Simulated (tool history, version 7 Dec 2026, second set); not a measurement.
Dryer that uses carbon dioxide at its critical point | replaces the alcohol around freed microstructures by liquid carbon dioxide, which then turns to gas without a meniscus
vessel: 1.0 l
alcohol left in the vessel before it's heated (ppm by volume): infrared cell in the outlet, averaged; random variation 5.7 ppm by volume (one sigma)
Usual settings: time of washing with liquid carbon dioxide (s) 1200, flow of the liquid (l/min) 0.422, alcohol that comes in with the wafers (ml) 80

| run | hour | time of washing with liquid carbon dioxide (s) | flow of the liquid (l/min) | alcohol that comes in with the wafers (ml) | alcohol left in the vessel before it's heated (ppm by volume) |
|---|---|---|---|---|---|
| 1 | 0 | 1200 | 0.422 | 80 | 391 |
| 2 | 35 | 1200 | 0.422 | 58 | 295 |
| 3 | 71.7 | 1200 | 0.422 | 58 | 291 |
|  | 108.5 | inlet filter changed |
| 4 | 111.6 | 1200 | 0.422 | 80 | 209 |
| 5 | 143.4 | 900 | 0.422 | 80 | 864 |
| 6 | 171.5 | 900 | 0.688 | 80 | 73 |
| 7 | 211.3 | 900 | 0.688 | 80 | 68 |
| 8 | 266.7 | 900 | 0.688 | 80 | 67 |
| 9 | 295 | 900 | 0.688 | 80 | 64 |
| 10 | 336.9 | 900 | 0.688 | 80 | 76 |
| 11 | 380.3 | 960 | 0.422 | 80 | 733 |
| 12 | 406 | 960 | 0.422 | 80 | 762 |
| 13 | 456 | 960 | 0.422 | 80 | 770 |
| 14 | 487.9 | 1140 | 0.529 | 80 | 106 |
| 15 | 516.1 | 1140 | 0.529 | 80 | 94 |
| 16 | 561.2 | 1020 | 0.618 | 43 | 73 |
| 17 | 600.1 | 1020 | 0.618 | 43 | 55 |
| 18 | 634.5 | 1020 | 0.618 | 43 | 66 |
| 19 | 668.9 | 1680 | 0.472 | 63 | 39 |
| 20 | 694.9 | 1020 | 0.376 | 80 | 1135 |
| 21 | 727.2 | 840 | 0.636 | 48 | 136 |
| 22 | 753.5 | 1020 | 0.422 | 42 | 380 |
| 23 | 809.4 | 1020 | 0.422 | 42 | 389 |
| 24 | 854 | 900 | 0.39 | 29 | 645 |
| 25 | 885.6 | 1500 | 0.422 | 111 | 146 |

4 ways to go on from here, each from the tool as it stands after run 25. What would each give?
| A | 935.9 | 840 | 0.442 | 111 | ? |
| B | 935.9 | 1080 | 0.582 | 111 | ? |
| C | 935.9 | 1200 | 0.521 | 80 | ? |
| D | 935.9 | 1860 | 0.551 | 111 | ? |

| run | alcohol left in the vessel before it's heated (ppm by volume) |
|---|---|
| A | 1974 |
| B | 137 |
| C | 122 |
| D | 45 |
Without the tool's hidden state the same runs would have given:
| run | alcohol left in the vessel before it's heated (ppm by volume) |
|---|---|
| A | 1285 |
| B | 51 |
| C | 44 |
| D | 7 |

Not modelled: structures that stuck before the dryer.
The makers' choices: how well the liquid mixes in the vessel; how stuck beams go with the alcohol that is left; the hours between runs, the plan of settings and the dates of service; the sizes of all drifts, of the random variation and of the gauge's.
